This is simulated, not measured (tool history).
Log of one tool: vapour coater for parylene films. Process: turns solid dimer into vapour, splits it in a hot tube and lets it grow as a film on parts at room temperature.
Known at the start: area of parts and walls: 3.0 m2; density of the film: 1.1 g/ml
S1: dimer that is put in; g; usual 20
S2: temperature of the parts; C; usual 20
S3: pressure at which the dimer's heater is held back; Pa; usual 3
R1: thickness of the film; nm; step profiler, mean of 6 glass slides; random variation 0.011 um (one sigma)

Run 1, hour 0: usual settings. Result: R1 2880 nm.
Run 2, hour 10.6: usual settings. Result: R1 2870 nm.
At hour 22.4: trap's valve overhauled.
Run 3, hour 31.1: usual settings. Result: R1 3120 nm.
Run 4, hour 40.7: usual settings but S3 2.97 Pa. Result: R1 3120 nm.
Run 5, hour 53.1: usual settings. Result: R1 3110 nm.
Run 6, hour 64.2: usual settings. Result: R1 3110 nm.
Run 7, hour 80.1: usual settings. Result: R1 3110 nm.
Run 8, hour 88.5: usual settings. Result: R1 3090 nm.
Run 9, hour 101.5: usual settings. Result: R1 3090 nm.
Run 10, hour 110.9: usual settings. Result: R1 3070 nm.
Run 11, hour 127.1: usual settings. Result: R1 3080 nm.
Run 12, hour 135.5: usual settings. Result: R1 3070 nm.
Run 13, hour 142.9: usual settings. Result: R1 3080 nm.
Run 14, hour 152.9: usual settings. Result: R1 3070 nm.
Run 15, hour 165.6: usual settings. Result: R1 3060 nm.
Run 16, hour 181.7: usual settings but S2 14 C. Result: R1 3550 nm.
Run 17, hour 192.3: usual settings but S2 14 C. Result: R1 3520 nm.
Run 18, hour 199.2: usual settings but S1 21 g. Result: R1 3170 nm.
Run 19, hour 213.2: usual settings. Result: R1 3040 nm.
Run 20, hour 226.9: usual settings but S1 8 g. Result: R1 1210 nm.
Run 21, hour 242.6: usual settings but S1 8 g. Result: R1 1210 nm.
Run 22, hour 257.9: usual settings but S1 8 g, S2 16 C. Result: R1 1330 nm.
Run 23, hour 268: usual settings but S1 8 g, S2 16 C. Result: R1 1330 nm.
Run 24, hour 277.9: usual settings but S1 13 g. Result: R1 1960 nm.
Run 25, hour 291: usual settings but S1 12 g, S2 15 C. Result: R1 2040 nm.
Run 26, hour 300: usual settings but S1 11 g, S2 21 C, S3 10 Pa. Result: R1 1310 nm.
Run 27, hour 311.6: usual settings but S1 16 g, S2 21 C, S3 6.47 Pa. Result: R1 2060 nm.
Run 28, hour 326.6: usual settings but S1 16 g, S2 21 C, S3 6.47 Pa. Result: R1 2040 nm.
Run 29, hour 343.3: usual settings but S1 8 g, S2 17 C, S3 3.53 Pa. Result: R1 1240 nm.
Run 30, hour 356.5: usual settings but S2 17 C. Result: R1 3220 nm.
Run 31, hour 366.8: usual settings but S2 17 C. Result: R1 3180 nm.
Run 32, hour 374.2: usual settings but S2 27 C, S3 3.61 Pa. Result: R1 2430 nm.
Run 33, hour 382.1: usual settings but S2 27 C, S3 3.61 Pa. Result: R1 2420 nm.
Run 34, hour 391: usual settings but S3 2.86 Pa. Result: R1 2980 nm.
Run 35, hour 403.8: usual settings but S2 14 C. Result: R1 3430 nm.
Run 36, hour 411.4: usual settings but S2 14 C. Result: R1 3430 nm.
Run 37, hour 421.6: usual settings but S1 15 g, S2 31 C. Result: R1 1700 nm.
Run 38, hour 434.1: usual settings but S1 15 g, S2 31 C. Result: R1 1680 nm.
Run 39, hour 443.7: usual settings but S1 21 g, S2 23 C, S3 2.67 Pa. Result: R1 2910 nm.
Run 40, hour 453.8: usual settings but S1 22 g, S2 18 C, S3 4.24 Pa. Result: R1 3190 nm.
Run 41, hour 470.6: usual settings but S1 22 g, S2 18 C, S3 4.24 Pa. Result: R1 3170 nm.
Run 42, hour 482.4: usual settings but S1 22 g, S2 18 C, S3 4.24 Pa. Result: R1 3180 nm.

Forecast each of these 4 alternatives for the next run:
At hour 497.3: trap's valve overhauled.
Run A, hour 503.4: usual settings but S1 30 g, S2 18 C, S3 6.72 Pa. Result: R1 ?.
At hour 497.3: trap's valve overhauled.
Run B, hour 503.4: usual settings but S1 13 g, S2 18 C, S3 4.24 Pa. Result: R1 ?.
At hour 497.3: trap's valve overhauled.
Run C, hour 503.4: usual settings but S1 9 g, S2 18 C, S3 4.24 Pa. Result: R1 ?.
At hour 497.3: trap's valve overhauled.
Run D, hour 503.4: usual settings but S1 22 g, S2 16 C, S3 8.86 Pa. Result: R1 ?.

run    R1
  A  4280
  B  2010
  C  1380
  D  3170
Without the tool's hidden state the same runs would have given:
run    R1
  A  4290
  B  2010
  C  1380
  D  3170
